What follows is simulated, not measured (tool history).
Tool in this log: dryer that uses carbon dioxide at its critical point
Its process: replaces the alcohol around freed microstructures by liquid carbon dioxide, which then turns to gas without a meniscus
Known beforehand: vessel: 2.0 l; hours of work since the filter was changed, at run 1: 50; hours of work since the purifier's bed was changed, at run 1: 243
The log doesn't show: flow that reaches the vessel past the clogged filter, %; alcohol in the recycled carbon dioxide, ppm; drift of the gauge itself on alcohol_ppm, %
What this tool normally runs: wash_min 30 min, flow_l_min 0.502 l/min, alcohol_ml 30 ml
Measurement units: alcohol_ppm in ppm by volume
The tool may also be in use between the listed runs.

run	hour	wash_min	flow_l_min	alcohol_ml	hours of work since the filter was changed	hours of work since the purifier's bed was changed	alcohol_ppm
1	0	30	0.502	30	50	243	98
2	9.7	30	0.502	30	55	248	88
3	16.6	30	0.502	30	59	251	101
4	27.2	30	0.502	31	64	257	97
5	39.7	30	0.502	31	71	263	96
6	45.7	30	0.502	31	74	266	105
7	52.6	30	0.543	30	77	270	78
8	61	30	0.543	30	82	274	82
9	68.1	30	0.543	30	85	278	81
10	78.1	30	0.543	30	91	283	97
11	84.1	30	0.543	30	94	286	90
12	96.2	30	0.543	30	100	292	90
13	107.3	30	0.502	30	106	298	108
14	118.7	30	0.502	92	112	304	179
15	130.4	30	0.502	92	118	310	183
16	141.3	30	0.318	30	123	316	389
17	147.1	30	0.318	30	126	319	404
18	158	30	0.318	30	132	324	383
19	170.5	30	0.318	30	139	331	395
20	175.9	28	0.389	30	141	334	251
21	182.4	35	0.353	56	145	337	286
22	192.8	29	0.373	97	150	343	715
23	204.3	18	0.623	51	156	348	391
24	209.6	30	0.804	30	159	351	84
25	216.6	30	0.804	30	162	355	82
26	228	38	0.502	66	168	361	95
27	235.7	23	0.502	79	172	365	488
28	244.2	24	0.642	52	177	369	143
29	253.7	30	0.502	46	182	374	143
30	264.6	30	0.502	46	187	380	144
31	270.3	30	0.502	46	190	383	144
32	277.4	30	0.502	46	194	386	147
33	286.8	20	0.502	47	199	391	536
34	293.8	20	0.502	47	202	395	538
35	304.6	34	0.505	76	208	400	125
36	314.3	30	0.581	42	213	405	116

Consider 3 possible next runs. They are alternatives, not a sequence: every one starts from the tool as it was left by run 36. What does each give?
A	321.4	29	0.502	75	217	409	?
B	321.4	19	0.502	43	217	409	?
C	321.4	21	0.718	36	217	409	?

run	alcohol_ppm
A	219
B	603
C	142
Without the tool's unlogged condition, the same runs would have read:
run	alcohol_ppm
A	105
B	441
C	43
